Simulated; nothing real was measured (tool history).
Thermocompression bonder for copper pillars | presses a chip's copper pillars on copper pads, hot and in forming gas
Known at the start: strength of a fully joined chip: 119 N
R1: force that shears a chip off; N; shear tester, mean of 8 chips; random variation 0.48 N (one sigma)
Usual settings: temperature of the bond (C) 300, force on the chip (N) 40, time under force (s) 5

Run 1, hour 0.0: usual settings. Result: R1 73.9 N.
Run 2, hour 16.3: usual settings but force on the chip (N) 28. Result: R1 57.8 N.
Run 3, hour 27.5: usual settings but force on the chip (N) 28. Result: R1 57.3 N.
Run 4, hour 49.6: usual settings but force on the chip (N) 25. Result: R1 51.7 N.
Run 5, hour 64.2: usual settings but force on the chip (N) 25. Result: R1 51.9 N.
Run 6, hour 77.5: usual settings but force on the chip (N) 27. Result: R1 54.4 N.
Run 7, hour 90.8: usual settings but force on the chip (N) 27. Result: R1 54.3 N.
Run 8, hour 104.1: usual settings but force on the chip (N) 27. Result: R1 53.7 N.
Run 9, hour 115.8: usual settings but force on the chip (N) 27. Result: R1 53.6 N.
Run 10, hour 127.7: usual settings but force on the chip (N) 27. Result: R1 53.3 N.
Run 11, hour 149.5: usual settings but temperature of the bond (C) 280. Result: R1 57.4 N.
At hour 156.9: forming gas filter changed.
Run 12, hour 162.1: usual settings. Result: R1 78.4 N.
Run 13, hour 182.6: usual settings. Result: R1 77.7 N.
Run 14, hour 204.6: usual settings but time under force (s) 3. Result: R1 66.4 N.
Run 15, hour 214.0: usual settings but temperature of the bond (C) 288, time under force (s) 3. Result: R1 58.6 N.
Run 16, hour 231.8: usual settings but temperature of the bond (C) 288, time under force (s) 3. Result: R1 57.5 N.
Run 17, hour 254.1: usual settings but time under force (s) 11. Result: R1 92.1 N.
Run 18, hour 274.3: usual settings but time under force (s) 11. Result: R1 90.7 N.
Run 19, hour 292.1: usual settings but force on the chip (N) 45, time under force (s) 11. Result: R1 95.3 N.
Run 20, hour 310.1: usual settings but temperature of the bond (C) 303. Result: R1 76.3 N.
Run 21, hour 328.4: usual settings but temperature of the bond (C) 311. Result: R1 80.8 N.
Run 22, hour 344.8: usual settings but temperature of the bond (C) 324, force on the chip (N) 41. Result: R1 88.3 N.
Run 23, hour 358.0: usual settings but temperature of the bond (C) 324, force on the chip (N) 41. Result: R1 87.2 N.
Run 24, hour 372.5: usual settings but temperature of the bond (C) 324, force on the chip (N) 41. Result: R1 86.6 N.
Run 25, hour 393.1: usual settings but temperature of the bond (C) 324, force on the chip (N) 29. Result: R1 72.8 N.
Run 26, hour 405.2: usual settings but temperature of the bond (C) 324, force on the chip (N) 29. Result: R1 72.7 N.
At hour 417.7: forming gas filter changed.
Run 27, hour 424.5: usual settings but temperature of the bond (C) 277, force on the chip (N) 29. Result: R1 49.3 N.
Run 28, hour 435.2: usual settings but force on the chip (N) 50, time under force (s) 13. Result: R1 106.9 N.
Run 29, hour 451.5: usual settings but temperature of the bond (C) 322, force on the chip (N) 46, time under force (s) 6. Result: R1 102.0 N.
Run 30, hour 468.9: usual settings but temperature of the bond (C) 322, force on the chip (N) 46, time under force (s) 6. Result: R1 101.0 N.
Run 31, hour 477.9: usual settings but temperature of the bond (C) 270, force on the chip (N) 58, time under force (s) 10. Result: R1 88.8 N.
Run 32, hour 493.5: usual settings but force on the chip (N) 38, time under force (s) 7. Result: R1 82.7 N.
Run 33, hour 503.3: usual settings but force on the chip (N) 39. Result: R1 77.0 N.
Run 34, hour 525.3: usual settings but temperature of the bond (C) 274, force on the chip (N) 29, time under force (s) 3. Result: R1 37.2 N.
Run 35, hour 543.2: usual settings but temperature of the bond (C) 273, time under force (s) 8. Result: R1 67.3 N.
Run 36, hour 562.5: usual settings but temperature of the bond (C) 325, force on the chip (N) 34. Result: R1 83.6 N.
Run 37, hour 584.8: usual settings but force on the chip (N) 34, time under force (s) 6. Result: R1 70.4 N.
Run 38, hour 594.9: usual settings but force on the chip (N) 34, time under force (s) 6. Result: R1 70.9 N.
Run 39, hour 613.0: usual settings but temperature of the bond (C) 304, force on the chip (N) 59, time under force (s) 7. Result: R1 96.7 N.
Run 40, hour 634.7: usual settings but temperature of the bond (C) 304, force on the chip (N) 35, time under force (s) 4. Result: R1 66.1 N.

Hidden state or all else? Some run-to-run changes of R1, split into what the settings, what came in and random variation would give without the hidden state, and what is left for the hidden state (with any gauge scatter that isn't in both results):
The hidden state here: true temperature of the bond over the reading, C; force that reaches the chip, % of what is set; oxide that the forming gas leaves, % of the face; drift of the gauge itself on shear_n, %.
Run 11 -> 12: temperature of the bond (C) 280 -> 300, forming gas filter changed. R1 +21.0 N: hidden state +7.0, all else +14.0.
Run 16 -> 17: temperature of the bond (C) 288 -> 300, time under force (s) 3 -> 11. R1 +34.6 N: hidden state -2.3, all else +36.9.
Run 26 -> 27: temperature of the bond (C) 324 -> 277, forming gas filter changed. R1 -23.4 N: hidden state +8.3, all else -31.7.
Run 27 -> 28: temperature of the bond (C) 277 -> 300, force on the chip (N) 29 -> 50, time under force (s) 5 -> 13. R1 +57.6 N: hidden state -1.7, all else +59.3.
Run 33 -> 34: temperature of the bond (C) 300 -> 274, force on the chip (N) 39 -> 29, time under force (s) 5 -> 3. R1 -39.8 N: hidden state -0.1, all else -39.7.
Run 38 -> 39: temperature of the bond (C) 300 -> 304, force on the chip (N) 34 -> 59, time under force (s) 6 -> 7. R1 +25.8 N: hidden state -4.8, all else +30.6.
